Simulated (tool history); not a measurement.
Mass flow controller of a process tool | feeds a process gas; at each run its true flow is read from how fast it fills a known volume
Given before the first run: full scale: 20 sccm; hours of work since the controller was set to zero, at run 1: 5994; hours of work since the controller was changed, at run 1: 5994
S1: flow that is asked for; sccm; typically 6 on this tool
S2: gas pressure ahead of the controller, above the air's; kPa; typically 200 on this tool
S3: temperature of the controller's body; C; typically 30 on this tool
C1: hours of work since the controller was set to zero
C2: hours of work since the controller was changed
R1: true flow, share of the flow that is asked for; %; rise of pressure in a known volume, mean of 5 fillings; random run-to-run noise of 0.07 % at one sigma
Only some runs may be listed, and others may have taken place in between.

run	hour	S1	S2	S3	C1	C2	R1
1	0.0	6	200	30	5994	5994	98.82
# hour 129.2: controller exchanged for a calibrated one
2	255.8	6	200	30	75	75	98.83
3	608.2	6	200	30	283	283	98.85
4	1025.9	6	200	30	530	530	98.71
5	1342.5	6	200	25	718	718	99.00
6	1585.3	6	200	30	861	861	98.80
7	1878.2	6	200	23	1034	1034	99.17
8	2167.3	6	200	23	1205	1205	99.16
9	2491.8	3	200	30	1397	1397	98.67
10	2923.8	3	200	30	1653	1653	98.58
11	3137.6	3	200	30	1779	1779	98.65
12	3410.5	3	200	30	1941	1941	98.65

Forecast run 13:
13	3645.2	8	200	30	2080	2080	?

R1: 98.96 %
Without the tool's hidden state the same run would have given R1 98.95 %.
